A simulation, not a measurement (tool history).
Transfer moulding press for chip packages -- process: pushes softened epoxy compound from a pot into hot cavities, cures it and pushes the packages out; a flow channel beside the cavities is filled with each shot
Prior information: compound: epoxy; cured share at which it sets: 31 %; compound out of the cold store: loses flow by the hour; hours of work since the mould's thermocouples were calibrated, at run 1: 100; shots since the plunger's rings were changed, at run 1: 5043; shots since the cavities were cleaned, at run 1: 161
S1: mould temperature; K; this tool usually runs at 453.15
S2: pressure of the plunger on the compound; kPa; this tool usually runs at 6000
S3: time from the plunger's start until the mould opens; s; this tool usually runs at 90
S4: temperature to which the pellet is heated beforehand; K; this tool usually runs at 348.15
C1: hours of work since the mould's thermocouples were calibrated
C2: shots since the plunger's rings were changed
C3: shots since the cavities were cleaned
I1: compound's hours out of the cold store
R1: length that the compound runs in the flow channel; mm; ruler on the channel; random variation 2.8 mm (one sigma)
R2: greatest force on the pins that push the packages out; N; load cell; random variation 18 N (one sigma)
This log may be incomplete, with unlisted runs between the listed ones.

run,day,S1,S2,S3,S4,C1,C2,C3,I1,R1,R2
1,0,453.15,6000,90,348.15,100,5043,161,33.7,710,973
2,1.354,453.15,6000,90,348.15,117,5403,521,26.6,729,1167
3,2.138,453.15,6000,90,348.15,127,5613,731,39.9,690,1147
# day 3.179: cavities cleaned with cleaning compound and waxed
4,3.238,453.15,6000,90,348.15,140,5888,14,42.6,681,794
5,4.171,453.15,6000,90,348.15,152,6137,263,19.1,746,1097
6,4.9,453.15,6000,90,348.15,161,6331,457,17.3,750,1214
7,5.633,453.15,6000,90,348.15,170,6527,653,45,664,1171
8,6.471,453.15,7120,90,348.15,181,6750,876,12.3,835,1373
# day 6.962: cavities cleaned with cleaning compound and waxed
# day 7.279: plunger's sealing rings changed
9,7.317,453.15,7120,90,348.15,189,10,66,15.3,866,966
# day 7.471: mould's thermocouples calibrated
10,7.996,453.15,6000,90,348.15,7,169,225,21.1,778,1093
11,8.9,453.15,6000,90,348.15,18,410,466,30.3,743,1155
12,9.621,453.15,6780,90,348.15,27,602,658,37.6,768,1179
13,10.421,453.15,6780,90,348.15,37,815,871,41.3,751,1243
# day 10.979: cavities cleaned with cleaning compound and waxed
14,11.271,453.15,6780,90,348.15,47,1025,78,27,793,969
15,12.204,448.15,4780,90,344.15,59,1274,327,13.9,719,1713
16,13.104,451.15,5030,90,348.15,70,1513,566,12.5,739,1530
17,13.808,451.15,5030,90,348.15,79,1701,754,9.6,743,1633
# day 14.8: cavities cleaned with cleaning compound and waxed
18,14.808,453.15,6000,86,356.15,91,1952,4,29.7,739,996
# day 15.196: mould's thermocouples calibrated, once more
19,15.871,453.15,6640,90,348.15,9,2212,264,10.1,843,1113
20,16.633,453.15,6640,90,348.15,18,2415,467,47.1,718,1066
21,17.933,453.15,6560,106,340.15,34,2761,813,31.2,761,817
# day 18.721: cavities cleaned with cleaning compound and waxed
22,18.729,461.15,6000,90,350.15,44,2957,2,25.4,727,526
23,19.483,457.15,6000,90,348.15,53,3158,203,39.4,689,724
24,20.75,455.15,4570,83,355.15,69,3496,541,20.8,653,1237
25,21.838,455.15,4790,83,355.15,83,3785,830,38.7,618,1258
# day 22.529: cavities cleaned with cleaning compound and waxed
26,23.162,453.15,5640,90,348.15,99,4122,169,11.7,760,1073
27,24.004,452.15,6710,85,347.15,109,4346,393,25.3,782,1368

Take each entry between the runs: how does the hidden state at the last listed run before it differ from the hidden state at the first listed run after it?
From run 3 to run 4: cavities cleaned with cleaning compound and waxed (day 3.179)
  true mould temperature over the reading, C: -0.34 -> -0.36; pressure that reaches the compound, % of what is set: 91.68 -> 91.25; grip of the stained cavities, % over clean ones': 43.1 -> 4.3
  measured minus no-state result, R1: -30 -> -31 mm; R2: +367 -> +52 N
From run 8 to run 9: cavities cleaned with cleaning compound and waxed (day 6.962); plunger's sealing rings changed (day 7.279)
  true mould temperature over the reading, C: -0.43 -> -0.45; pressure that reaches the compound, % of what is set: 89.92 -> 99.92; grip of the stained cavities, % over clean ones': 46.8 -> 8.2
  measured minus no-state result, R1: -44 -> +1 mm; R2: +466 -> +104 N
From run 9 to run 10: mould's thermocouples calibrated (day 7.471)
  true mould temperature over the reading, C: -0.45 -> -0.65; pressure that reaches the compound, % of what is set: 99.92 -> 99.69; grip of the stained cavities, % over clean ones': 8.2 -> 21
  measured minus no-state result, R1: +1 -> +0 mm; R2: +104 -> +233 N
From run 13 to run 14: cavities cleaned with cleaning compound and waxed (day 10.979)
  true mould temperature over the reading, C: -0.71 -> -0.72; pressure that reaches the compound, % of what is set: 98.76 -> 98.47; grip of the stained cavities, % over clean ones': 47.1 -> 11.4
  measured minus no-state result, R1: -3 -> -4 mm; R2: +438 -> +145 N
From run 17 to run 18: cavities cleaned with cleaning compound and waxed (day 14.8)
  true mould temperature over the reading, C: -0.77 -> -0.79; pressure that reaches the compound, % of what is set: 97.48 -> 97.09; grip of the stained cavities, % over clean ones': 44 -> 2
  measured minus no-state result, R1: -7 -> -9 mm; R2: +563 -> +74 N
From run 18 to run 19: mould's thermocouples calibrated, once more (day 15.196)
  true mould temperature over the reading, C: -0.79 -> -0.01; pressure that reaches the compound, % of what is set: 97.09 -> 96.69; grip of the stained cavities, % over clean ones': 2 -> 23
  measured minus no-state result, R1: -9 -> -15 mm; R2: +74 -> +210 N
From run 21 to run 22: cavities cleaned with cleaning compound and waxed (day 18.721)
  true mould temperature over the reading, C: -0.05 -> -0.07; pressure that reaches the compound, % of what is set: 95.84 -> 95.55; grip of the stained cavities, % over clean ones': 44.8 -> 2.5
  measured minus no-state result, R1: -16 -> -17 mm; R2: +256 -> +14 N
From run 25 to run 26: cavities cleaned with cleaning compound and waxed (day 22.529)
  true mould temperature over the reading, C: -0.14 -> -0.16; pressure that reaches the compound, % of what is set: 94.29 -> 93.81; grip of the stained cavities, % over clean ones': 46.4 -> 16.5
  measured minus no-state result, R1: -18 -> -24 mm; R2: +407 -> +162 N
